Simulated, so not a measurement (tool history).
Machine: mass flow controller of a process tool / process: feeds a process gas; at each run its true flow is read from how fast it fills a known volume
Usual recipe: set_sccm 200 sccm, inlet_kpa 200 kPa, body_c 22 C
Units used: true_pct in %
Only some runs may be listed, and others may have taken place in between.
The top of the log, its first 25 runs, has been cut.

{"run": 26, "hour": 1936.2, "set_sccm": 66, "inlet_kpa": 202, "body_c": 28, "true_pct": 98.59}
{"run": 27, "hour": 2006.3, "set_sccm": 380, "inlet_kpa": 192, "body_c": 23, "true_pct": 99.5}
{"run": 28, "hour": 2083.6, "set_sccm": 225, "inlet_kpa": 148, "body_c": 22, "true_pct": 99.36}
{"run": 29, "hour": 2180.3, "set_sccm": 187, "inlet_kpa": 189, "body_c": 34, "true_pct": 99.3}
{"run": 30, "hour": 2274.5, "set_sccm": 187, "inlet_kpa": 189, "body_c": 34, "true_pct": 99.21}
{"run": 31, "hour": 2365.6, "set_sccm": 187, "inlet_kpa": 189, "body_c": 34, "true_pct": 99.27}
{"run": 32, "hour": 2412.4, "set_sccm": 187, "inlet_kpa": 189, "body_c": 34, "true_pct": 99.21}
{"run": 33, "hour": 2496.2, "set_sccm": 159, "inlet_kpa": 189, "body_c": 27, "true_pct": 98.97}
{"run": 34, "hour": 2561.0, "set_sccm": 85, "inlet_kpa": 188, "body_c": 26, "true_pct": 98.68}
{"run": 35, "hour": 2631.1, "set_sccm": 51, "inlet_kpa": 200, "body_c": 22, "true_pct": 98.4}
{"run": 36, "hour": 2702.5, "set_sccm": 53, "inlet_kpa": 172, "body_c": 29, "true_pct": 98.71}
{"run": 37, "hour": 2805.0, "set_sccm": 487, "inlet_kpa": 247, "body_c": 29, "true_pct": 99.86}
{"run": 38, "hour": 2911.7, "set_sccm": 487, "inlet_kpa": 247, "body_c": 29, "true_pct": 99.82}
{"run": 39, "hour": 3002.0, "set_sccm": 487, "inlet_kpa": 247, "body_c": 29, "true_pct": 99.83}
{"run": 40, "hour": 3085.9, "set_sccm": 66, "inlet_kpa": 194, "body_c": 25, "true_pct": 98.51}
{"run": 41, "hour": 3130.5, "set_sccm": 325, "inlet_kpa": 200, "body_c": 22, "true_pct": 99.49}
{"run": 42, "hour": 3195.3, "set_sccm": 82, "inlet_kpa": 200, "body_c": 22, "true_pct": 98.37}
{"run": 43, "hour": 3296.9, "set_sccm": 82, "inlet_kpa": 200, "body_c": 28, "true_pct": 98.53}

Forecast each of these 5 alternatives for the next run:
{"run": "A", "hour": 3373.2, "set_sccm": 217, "inlet_kpa": 200, "body_c": 28, "true_pct": "?"}
{"run": "B", "hour": 3373.2, "set_sccm": 304, "inlet_kpa": 233, "body_c": 22, "true_pct": "?"}
{"run": "C", "hour": 3373.2, "set_sccm": 367, "inlet_kpa": 200, "body_c": 22, "true_pct": "?"}
{"run": "D", "hour": 3373.2, "set_sccm": 81, "inlet_kpa": 168, "body_c": 29, "true_pct": "?"}
{"run": "E", "hour": 3373.2, "set_sccm": 199, "inlet_kpa": 200, "body_c": 22, "true_pct": "?"}

run=A true_pct=99.15
run=B true_pct=98.93
run=C true_pct=99.52
run=D true_pct=98.81
run=E true_pct=98.84
The same runs, with their run-to-run variation unchanged, on a tool lacking any hidden condition would have given:
run=A true_pct=99.17
run=B true_pct=98.95
run=C true_pct=99.53
run=D true_pct=98.85
run=E true_pct=98.86
